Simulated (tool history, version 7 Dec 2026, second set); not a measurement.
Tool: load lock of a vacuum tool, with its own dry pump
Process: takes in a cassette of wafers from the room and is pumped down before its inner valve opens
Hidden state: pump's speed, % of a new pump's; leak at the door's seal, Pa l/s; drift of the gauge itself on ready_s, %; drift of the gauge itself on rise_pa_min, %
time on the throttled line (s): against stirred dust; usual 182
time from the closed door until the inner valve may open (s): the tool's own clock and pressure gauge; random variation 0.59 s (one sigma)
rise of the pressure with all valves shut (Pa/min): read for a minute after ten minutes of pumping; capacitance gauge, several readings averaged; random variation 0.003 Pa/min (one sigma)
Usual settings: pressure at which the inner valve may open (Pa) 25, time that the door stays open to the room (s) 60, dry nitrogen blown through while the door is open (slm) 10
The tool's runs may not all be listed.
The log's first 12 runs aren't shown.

run    hour  time on the throttled line (s)  pressure at which the inner valve may open (Pa)  time that the door stays open to the room (s)  dry nitrogen blown through while the door is open (slm)  hours that the pump has run since its overhaul  times that the door has closed on its seal  incoming humidity of the room's air, %  time from the closed door until the inner valve may open (s)  rise of the pressure with all valves shut (Pa/min)
 13  3279.6                             182                                               25                                             60                                                       10                                           12591                                       59021                                    44.3                                                         265.5                                               0.401
 14  3500.2                             182                                               25                                             60                                                       10                                           12811                                       59970                                    44.5                                                         265.8                                               0.403
 15  3780.3                             182                                               25                                             60                                                       10                                           13091                                       61174                                    44.8                                                         266.7                                               0.429
     3838.9  -- dry pump taken out, an overhauled one fitted
 16  4051.8                             182                                               25                                             60                                                       10                                             213                                       62315                                    45.1                                                         258.4                                               0.434
 17  4204.3                             182                                               25                                             60                                                       10                                             365                                       62971                                    46.2                                                         258.2                                               0.449
     4383.6  -- door's seal changed, seat wiped
 18  4430.5                             182                                               25                                             60                                                       10                                             590                                         202                                    43.1                                                         258.3                                               0.015
 19  4785.7                             182                                               25                                             60                                                       10                                             945                                        1729                                    45.2                                                         258.5                                               0.018
 20  5070.3                             156                                               25                                             30                                                       23                                            1230                                        2952                                    46.3                                                         236.5                                               0.007
 21  5282.7                             156                                               25                                             30                                                       23                                            1442                                        3866                                    45.3                                                         235.3                                               0.014
 22  5479.2                             101                                               35                                             60                                                       10                                            1639                                        4710                                    43.5                                                         183.2                                               0.027
 23  5833.1                             325                                               26                                             60                                                       10                                            1993                                        6232                                    42.9                                                         384.6                                               0.026
 24  6186.6                             325                                               26                                             60                                                       10                                            2346                                        7752                                    46.5                                                         384.8                                               0.033
 25  6490.7                             183                                               46                                            213                                                       10                                            2650                                        9059                                    47.4                                                         253.7                                               0.049
 26  6756.9                             183                                               46                                            213                                                       10                                            2916                                       10204                                    46.1                                                         253.6                                               0.055
 27  7030.1                             151                                               50                                             42                                                        9                                            3190                                       11378                                      47                                                         223.4                                               0.051
 28  7271.8                             151                                               50                                             42                                                        9                                            3431                                       12418                                    45.8                                                         224.1                                                0.05
 29  7508.4                             151                                               50                                             42                                                        9                                            3668                                       13435                                    45.5                                                         225.1                                               0.055

Run 30 comes next. What will it give?
 30  7753.2                             151                                               50                                             42                                                        9                                            3913                                       14488                                    41.3                                                             ?                                                   ?

Run 30 gave time from the closed door until the inner valve may open (s) 225.4, rise of the pressure with all valves shut (Pa/min) 0.057.
Without the tool's hidden state the same run would have given time from the closed door until the inner valve may open (s) 223.3, rise of the pressure with all valves shut (Pa/min) 0.012.
